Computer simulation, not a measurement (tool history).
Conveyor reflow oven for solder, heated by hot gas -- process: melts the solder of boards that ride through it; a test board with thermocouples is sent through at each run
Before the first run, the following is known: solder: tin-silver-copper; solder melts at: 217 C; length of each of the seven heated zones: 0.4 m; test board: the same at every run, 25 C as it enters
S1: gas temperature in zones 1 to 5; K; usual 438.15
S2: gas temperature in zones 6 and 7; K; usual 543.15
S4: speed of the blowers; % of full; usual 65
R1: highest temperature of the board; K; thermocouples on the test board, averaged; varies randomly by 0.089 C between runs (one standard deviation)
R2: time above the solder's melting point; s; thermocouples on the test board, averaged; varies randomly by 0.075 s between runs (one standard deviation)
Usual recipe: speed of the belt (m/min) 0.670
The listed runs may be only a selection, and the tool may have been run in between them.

run 1 day=0.000 | S1=438.15 S2=543.15 speed_of_the_belt_(m/min)=0.670 S4=65 | R1=524.78 R2=50.36
run 2 day=0.708 | S1=428.15 S2=543.15 speed_of_the_belt_(m/min)=0.670 S4=65 | R1=523.01 R2=46.30
run 3 day=1.383 | S1=438.15 S2=543.15 speed_of_the_belt_(m/min)=0.670 S4=65 | R1=524.73 R2=50.30
run 4 day=2.075 | S1=438.15 S2=543.15 speed_of_the_belt_(m/min)=0.670 S4=65 | R1=524.77 R2=50.31
run 5 day=2.371 | S1=438.15 S2=543.15 speed_of_the_belt_(m/min)=0.670 S4=65 | R1=524.62 R2=50.34
-- day=2.725 flux residue cleaned out of gas plates and filters
run 6 day=3.162 | S1=438.15 S2=543.15 speed_of_the_belt_(m/min)=0.670 S4=65 | R1=526.42 R2=51.93
run 7 day=3.767 | S1=438.15 S2=543.15 speed_of_the_belt_(m/min)=0.670 S4=65 | R1=526.28 R2=51.77
run 8 day=4.150 | S1=438.15 S2=543.15 speed_of_the_belt_(m/min)=0.670 S4=65 | R1=526.38 R2=51.84
run 9 day=4.688 | S1=438.15 S2=543.15 speed_of_the_belt_(m/min)=0.670 S4=65 | R1=526.28 R2=51.88
run 10 day=4.983 | S1=442.15 S2=543.15 speed_of_the_belt_(m/min)=0.670 S4=65 | R1=526.75 R2=53.63
run 11 day=5.588 | S1=438.15 S2=543.15 speed_of_the_belt_(m/min)=0.670 S4=66 | R1=526.42 R2=51.89
run 12 day=5.962 | S1=438.15 S2=543.15 speed_of_the_belt_(m/min)=0.670 S4=66 | R1=526.37 R2=52.02
run 13 day=6.275 | S1=438.15 S2=543.15 speed_of_the_belt_(m/min)=0.670 S4=66 | R1=526.42 R2=52.02
run 14 day=6.983 | S1=438.15 S2=541.15 speed_of_the_belt_(m/min)=0.670 S4=65 | R1=524.37 R2=50.52
run 15 day=7.612 | S1=438.15 S2=539.15 speed_of_the_belt_(m/min)=0.789 S4=65 | R1=516.72 R2=36.37
run 16 day=7.971 | S1=438.15 S2=539.15 speed_of_the_belt_(m/min)=0.789 S4=82 | R1=519.96 R2=39.57
run 17 day=8.542 | S1=438.15 S2=539.15 speed_of_the_belt_(m/min)=0.789 S4=82 | R1=520.09 R2=39.59
run 18 day=9.154 | S1=449.15 S2=539.15 speed_of_the_belt_(m/min)=0.692 S4=82 | R1=526.04 R2=54.02
run 19 day=9.500 | S1=449.15 S2=539.15 speed_of_the_belt_(m/min)=0.716 S4=82 | R1=524.94 R2=51.36
run 20 day=10.146 | S1=449.15 S2=539.15 speed_of_the_belt_(m/min)=0.716 S4=82 | R1=525.10 R2=51.24
run 21 day=10.754 | S1=439.15 S2=536.15 speed_of_the_belt_(m/min)=0.755 S4=65 | R1=515.66 R2=37.79
run 22 day=11.133 | S1=425.15 S2=550.15 speed_of_the_belt_(m/min)=0.555 S4=65 | R1=536.50 R2=67.13
run 23 day=11.596 | S1=431.15 S2=543.15 speed_of_the_belt_(m/min)=0.782 S4=65 | R1=518.10 R2=36.25
run 24 day=11.942 | S1=438.15 S2=552.15 speed_of_the_belt_(m/min)=0.582 S4=65 | R1=538.35 R2=68.45
run 25 day=12.362 | S1=433.15 S2=543.15 speed_of_the_belt_(m/min)=0.648 S4=62 | R1=525.20 R2=51.69

Here are 3 independent what-if runs from the current tool condition. What would each one return?
run A day=13.017 | S1=438.15 S2=543.15 speed_of_the_belt_(m/min)=0.745 S4=52 | R1=? R2=?
run B day=13.017 | S1=440.15 S2=541.15 speed_of_the_belt_(m/min)=0.643 S4=65 | R1=? R2=?
run C day=13.017 | S1=439.15 S2=545.15 speed_of_the_belt_(m/min)=0.648 S4=76 | R1=? R2=?

run=A R1=518.17 R2=39.32
run=B R1=525.54 R2=54.46
run=C R1=530.61 R2=57.52
With no hidden state in the tool, these same runs would have given:
run=A R1=518.89 R2=39.60
run=B R1=526.15 R2=54.44
run=C R1=531.32 R2=57.44
